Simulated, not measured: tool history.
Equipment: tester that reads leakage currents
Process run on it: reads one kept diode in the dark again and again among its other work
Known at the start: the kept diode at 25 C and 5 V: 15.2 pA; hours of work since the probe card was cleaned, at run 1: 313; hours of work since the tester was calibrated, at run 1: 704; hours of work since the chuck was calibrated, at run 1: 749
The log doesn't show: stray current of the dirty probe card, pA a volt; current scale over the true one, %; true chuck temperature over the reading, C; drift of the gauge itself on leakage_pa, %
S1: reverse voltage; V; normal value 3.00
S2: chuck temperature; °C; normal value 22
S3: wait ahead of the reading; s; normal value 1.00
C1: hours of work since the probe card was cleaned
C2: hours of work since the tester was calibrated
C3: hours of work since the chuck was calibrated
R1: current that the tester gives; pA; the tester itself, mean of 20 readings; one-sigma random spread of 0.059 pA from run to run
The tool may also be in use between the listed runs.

{"run": 1, "hour": 0.0, "S1": 3.0, "S2": 22, "S3": 1.0, "C1": 313, "C2": 704, "C3": 749, "R1": 13.17}
{"run": 2, "hour": 43.9, "S1": 3.0, "S2": 22, "S3": 1.0, "C1": 332, "C2": 723, "C3": 768, "R1": 13.31}
{"run": 3, "hour": 93.5, "S1": 3.0, "S2": 22, "S3": 1.0, "C1": 354, "C2": 745, "C3": 790, "R1": 13.53}
{"run": 4, "hour": 129.5, "S1": 3.0, "S2": 22, "S3": 1.0, "C1": 369, "C2": 761, "C3": 806, "R1": 13.61}
{"run": 5, "hour": 166.0, "S1": 3.0, "S2": 22, "S3": 1.0, "C1": 385, "C2": 777, "C3": 822, "R1": 13.78}
{"run": 6, "hour": 200.2, "S1": 3.0, "S2": 22, "S3": 1.0, "C1": 400, "C2": 792, "C3": 837, "R1": 13.81}
{"run": 7, "hour": 257.2, "S1": 3.0, "S2": 22, "S3": 1.0, "C1": 425, "C2": 817, "C3": 862, "R1": 13.94}
{"run": 8, "hour": 335.1, "S1": 2.26, "S2": 22, "S3": 1.0, "C1": 460, "C2": 851, "C3": 896, "R1": 12.41}
{"run": 9, "hour": 410.3, "S1": 3.0, "S2": 22, "S3": 1.0, "C1": 493, "C2": 884, "C3": 929, "R1": 14.31}
{"run": 10, "hour": 467.4, "S1": 3.0, "S2": 22, "S3": 1.0, "C1": 518, "C2": 909, "C3": 954, "R1": 14.49}
{"run": 11, "hour": 540.9, "S1": 3.0, "S2": 22, "S3": 1.0, "C1": 550, "C2": 941, "C3": 986, "R1": 14.52}
{"run": 12, "hour": 593.4, "S1": 4.39, "S2": 22, "S3": 1.0, "C1": 573, "C2": 964, "C3": 1009, "R1": 17.84}
{"run": 13, "hour": 632.1, "S1": 4.39, "S2": 22, "S3": 1.0, "C1": 590, "C2": 981, "C3": 1026, "R1": 17.76}
{"hour": 711.6, "done": "chuck's temperature calibrated"}
{"run": 14, "hour": 711.6, "S1": 1.62, "S2": 22, "S3": 1.0, "C1": 624, "C2": 1015, "C3": 0, "R1": 9.74}
{"run": 15, "hour": 766.3, "S1": 1.64, "S2": 22, "S3": 1.0, "C1": 648, "C2": 1039, "C3": 24, "R1": 9.91}
{"run": 16, "hour": 818.3, "S1": 3.0, "S2": 22, "S3": 8.81, "C1": 671, "C2": 1062, "C3": 47, "R1": 12.76}
{"run": 17, "hour": 891.6, "S1": 3.0, "S2": 22, "S3": 8.81, "C1": 703, "C2": 1094, "C3": 79, "R1": 12.89}
{"run": 18, "hour": 956.3, "S1": 18.11, "S2": 22, "S3": 8.81, "C1": 731, "C2": 1122, "C3": 107, "R1": 35.0}
{"run": 19, "hour": 990.5, "S1": 18.11, "S2": 22, "S3": 8.81, "C1": 746, "C2": 1137, "C3": 122, "R1": 35.38}
{"run": 20, "hour": 1073.0, "S1": 18.11, "S2": 22, "S3": 8.81, "C1": 782, "C2": 1173, "C3": 159, "R1": 36.54}
{"run": 21, "hour": 1110.6, "S1": 3.54, "S2": 58, "S3": 1.77, "C1": 799, "C2": 1190, "C3": 175, "R1": 156.37}
{"run": 22, "hour": 1160.1, "S1": 3.0, "S2": 22, "S3": 1.22, "C1": 820, "C2": 1212, "C3": 197, "R1": 13.92}
{"run": 23, "hour": 1203.6, "S1": 3.0, "S2": 22, "S3": 0.87, "C1": 840, "C2": 1231, "C3": 216, "R1": 14.26}
{"run": 24, "hour": 1276.8, "S1": 4.01, "S2": 52, "S3": 9.79, "C1": 872, "C2": 1263, "C3": 248, "R1": 112.81}
{"run": 25, "hour": 1321.7, "S1": 4.01, "S2": 52, "S3": 9.79, "C1": 891, "C2": 1283, "C3": 268, "R1": 113.25}
{"run": 26, "hour": 1373.4, "S1": 4.01, "S2": 52, "S3": 5.07, "C1": 914, "C2": 1305, "C3": 290, "R1": 113.71}
{"run": 27, "hour": 1419.6, "S1": 13.18, "S2": 22, "S3": 2.75, "C1": 934, "C2": 1325, "C3": 311, "R1": 33.21}
{"run": 28, "hour": 1483.2, "S1": 13.18, "S2": 44, "S3": 7.91, "C1": 962, "C2": 1353, "C3": 338, "R1": 110.06}
{"run": 29, "hour": 1550.6, "S1": 16.32, "S2": 44, "S3": 7.91, "C1": 992, "C2": 1383, "C3": 368, "R1": 122.43}
{"run": 30, "hour": 1615.4, "S1": 16.32, "S2": 44, "S3": 7.91, "C1": 1020, "C2": 1411, "C3": 396, "R1": 122.64}
{"run": 31, "hour": 1690.7, "S1": 16.32, "S2": 44, "S3": 7.91, "C1": 1053, "C2": 1444, "C3": 429, "R1": 124.01}
{"run": 32, "hour": 1733.2, "S1": 5.44, "S2": 22, "S3": 3.58, "C1": 1072, "C2": 1463, "C3": 448, "R1": 20.69}
{"run": 33, "hour": 1782.9, "S1": 2.44, "S2": 29, "S3": 4.69, "C1": 1094, "C2": 1485, "C3": 470, "R1": 21.26}
{"run": 34, "hour": 1858.9, "S1": 2.44, "S2": 29, "S3": 4.69, "C1": 1127, "C2": 1518, "C3": 503, "R1": 21.52}
{"run": 35, "hour": 1928.9, "S1": 5.23, "S2": 31, "S3": 0.64, "C1": 1158, "C2": 1549, "C3": 534, "R1": 36.17}
{"run": 36, "hour": 2002.5, "S1": 5.23, "S2": 31, "S3": 0.64, "C1": 1190, "C2": 1581, "C3": 566, "R1": 36.69}
{"run": 37, "hour": 2082.5, "S1": 5.23, "S2": 31, "S3": 0.64, "C1": 1225, "C2": 1616, "C3": 601, "R1": 37.19}

For each run, the measured value with the value that run would have given without the tool's hidden condition subtracted. The run-to-run variation is shared by both, the gauge scatter possibly not:
run=1 R1=+2.57
run=2 R1=+2.67
run=3 R1=+2.82
run=4 R1=+2.91
run=5 R1=+3.00
run=6 R1=+3.09
run=7 R1=+3.24
run=8 R1=+2.87
run=9 R1=+3.64
run=10 R1=+3.78
run=11 R1=+3.94
run=12 R1=+5.33
run=13 R1=+5.40
run=14 R1=+1.24
run=15 R1=+1.34
run=16 R1=+2.50
run=17 R1=+2.68
run=18 R1=+15.78
run=19 R1=+16.15
run=20 R1=+17.16
run=21 R1=+8.54
run=22 R1=+3.32
run=23 R1=+3.43
run=24 R1=+9.09
run=25 R1=+9.55
run=26 R1=+10.05
run=27 R1=+15.40
run=28 R1=+20.65
run=29 R1=+25.78
run=30 R1=+26.61
run=31 R1=+27.80
run=32 R1=+7.97
run=33 R1=+4.72
run=34 R1=+4.95
run=35 R1=+9.81
run=36 R1=+10.17
run=37 R1=+10.58
